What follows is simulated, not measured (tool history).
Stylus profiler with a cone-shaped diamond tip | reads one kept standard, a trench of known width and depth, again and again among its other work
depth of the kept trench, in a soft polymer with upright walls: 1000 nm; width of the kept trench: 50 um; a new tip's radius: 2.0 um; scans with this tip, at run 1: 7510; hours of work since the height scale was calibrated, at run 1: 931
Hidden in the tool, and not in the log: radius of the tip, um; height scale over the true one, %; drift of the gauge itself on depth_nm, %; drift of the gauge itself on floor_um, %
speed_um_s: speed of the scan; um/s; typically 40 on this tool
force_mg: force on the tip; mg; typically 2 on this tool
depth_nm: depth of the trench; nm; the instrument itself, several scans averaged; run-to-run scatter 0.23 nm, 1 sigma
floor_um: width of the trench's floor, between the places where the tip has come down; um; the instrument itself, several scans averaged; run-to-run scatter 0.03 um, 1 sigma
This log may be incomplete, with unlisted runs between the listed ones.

| run | hour | speed_um_s | force_mg | scans with this tip | hours of work since the height scale was calibrated | depth_nm | floor_um |
|---|---|---|---|---|---|---|---|
| 1 | 0 | 40 | 2 | 7510 | 931 | 1010.93 | 46.35 |
| 2 | 44.3 | 40 | 2 | 7784 | 965 | 1011.11 | 46.34 |
| 3 | 82.2 | 40 | 2 | 8020 | 995 | 1011.07 | 46.33 |
| 4 | 110.5 | 40 | 2 | 8195 | 1016 | 1011.17 | 46.37 |
| 5 | 134.9 | 40 | 2 | 8346 | 1035 | 1010.73 | 46.37 |
| 6 | 160.8 | 40 | 0.78 | 8507 | 1055 | 1005.88 | 46.26 |
| 7 | 186.6 | 40 | 0.78 | 8667 | 1075 | 1006.26 | 46.25 |
| 8 | 215.7 | 40 | 1.39 | 8848 | 1097 | 1008.62 | 46.35 |
| 9 | 262.6 | 96 | 1.85 | 9139 | 1133 | 1010.03 | 46.02 |
| 10 | 287.1 | 10 | 1.47 | 9291 | 1152 | 1008.87 | 46.46 |

For run 11, what comes out?
| 11 | 324 | 15 | 5.37 | 9520 | 1181 | ? | ? |

Logged for run 11: depth_nm 1021.07 nm, floor_um 46.48 um.
Without the tool's hidden state the same run would have given depth_nm 1021.04 nm, floor_um 46.49 um.

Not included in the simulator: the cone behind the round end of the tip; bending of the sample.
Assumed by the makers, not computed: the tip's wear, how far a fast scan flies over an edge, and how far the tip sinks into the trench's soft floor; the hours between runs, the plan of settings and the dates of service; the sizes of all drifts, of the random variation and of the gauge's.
